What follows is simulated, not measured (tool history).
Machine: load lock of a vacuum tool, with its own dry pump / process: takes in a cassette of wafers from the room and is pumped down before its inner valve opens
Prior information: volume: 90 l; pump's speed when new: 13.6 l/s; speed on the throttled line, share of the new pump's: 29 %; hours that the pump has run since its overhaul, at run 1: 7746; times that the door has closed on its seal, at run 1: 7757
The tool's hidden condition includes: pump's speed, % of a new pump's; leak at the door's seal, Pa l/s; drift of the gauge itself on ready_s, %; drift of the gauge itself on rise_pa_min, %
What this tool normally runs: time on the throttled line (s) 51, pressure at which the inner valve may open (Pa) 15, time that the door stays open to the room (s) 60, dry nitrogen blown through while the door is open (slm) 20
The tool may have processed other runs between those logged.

run	hour	time on the throttled line (s)	pressure at which the inner valve may open (Pa)	time that the door stays open to the room (s)	dry nitrogen blown through while the door is open (slm)	hours that the pump has run since its overhaul	times that the door has closed on its seal	incoming humidity of the room's air, %	time from the closed door until the inner valve may open (s)	rise of the pressure with all valves shut (Pa/min)
1	0.0	51	15	60	20	7746	7757	46.4	97.2	0.040
2	179.5	51	15	28	20	7926	8628	44.6	97.7	0.034
3	286.0	51	23	60	20	8032	9145	41.5	94.5	0.042
4	430.7	51	23	60	20	8177	9847	48.2	95.2	0.040
5	616.4	30	15	60	20	8363	10747	47.5	82.5	0.047
6	768.8	51	15	60	20	8515	11487	44.4	98.6	0.048
7	916.2	51	15	60	20	8663	12202	43.8	98.5	0.046
8	1108.7	51	15	60	20	8855	13136	47.7	97.8	0.053
9	1230.7	51	15	60	20	8977	13728	47.7	97.9	0.053
10	1321.9	51	15	60	20	9068	14170	44.8	97.6	0.047
11	1495.3	51	20	60	20	9242	15011	44.8	95.5	0.056
12	1683.6	51	20	60	20	9430	15925	48.4	96.2	0.054
13	1868.9	51	20	60	11	9615	16824	46.9	95.7	0.068
14	2005.2	51	20	60	11	9752	17485	46.3	96.5	0.075
15	2119.5	51	20	60	11	9866	18039	41.6	96.8	0.063
16	2254.7	51	15	60	7	10001	18695	45.1	100.3	0.081
17	2473.0	51	15	60	7	10219	19754	42.2	98.4	0.086
18	2656.8	51	15	60	7	10403	20646	43.6	99.6	0.085
19	2848.9	51	15	60	7	10595	21578	48.8	99.1	0.096
20	3006.8	51	15	84	20	10753	22344	46.3	99.5	0.081
21	3131.1	61	16	60	20	10878	22947	46.7	106.2	0.075
22	3292.7	51	25	68	20	11039	23731	46.6	95.5	0.080
23	3432.3	51	15	60	8	11179	24408	50.0	99.9	0.103
24	3569.8	63	15	60	10	11316	25075	44.3	107.1	0.090
25	3689.8	63	15	60	10	11436	25657	43.1	107.4	0.091
26	3865.5	98	15	60	6	11612	26510	43.9	131.4	0.108
27	3971.4	98	14	84	13	11718	27024	44.9	131.4	0.105
28	4179.5	52	15	60	11	11926	28033	46.0	99.9	0.101
29	4398.3	52	15	60	11	12145	29094	45.5	101.1	0.107
30	4599.3	52	15	60	11	12346	30070	44.4	100.3	0.106
31	4794.8	52	15	60	11	12541	31018	45.3	100.5	0.111
32	4911.8	48	12	91	4	12658	31585	46.0	100.5	0.146
33	5039.6	48	12	91	4	12786	32206	45.2	100.3	0.151
34	5181.9	37	15	60	20	12928	32896	43.9	91.1	0.108
35	5280.0	77	15	123	22	13026	33372	41.6	118.0	0.122
36	5454.5	29	23	60	5	13201	34219	43.9	83.3	0.133
37	5568.2	51	15	123	16	13315	34770	46.1	100.9	0.134

Branching from run 37: 4 alternative next runs. What would each branch give?
A	5699.1	51	28	61	5	13446	35405	45.6	?	?
B	5699.1	101	27	60	20	13446	35405	47.2	?	?
C	5699.1	51	15	81	16	13446	35405	47.7	?	?
D	5699.1	38	19	98	20	13446	35405	45.0	?	?

run	time from the closed door until the inner valve may open (s)	rise of the pressure with all valves shut (Pa/min)
A	96.3	0.140
B	129.5	0.126
C	100.0	0.133
D	91.4	0.135
The same runs, with their run-to-run variation unchanged, on a tool lacking any hidden condition would have given:
run	time from the closed door until the inner valve may open (s)	rise of the pressure with all valves shut (Pa/min)
A	90.5	0.048
B	125.9	0.032
C	93.8	0.038
D	84.7	0.041

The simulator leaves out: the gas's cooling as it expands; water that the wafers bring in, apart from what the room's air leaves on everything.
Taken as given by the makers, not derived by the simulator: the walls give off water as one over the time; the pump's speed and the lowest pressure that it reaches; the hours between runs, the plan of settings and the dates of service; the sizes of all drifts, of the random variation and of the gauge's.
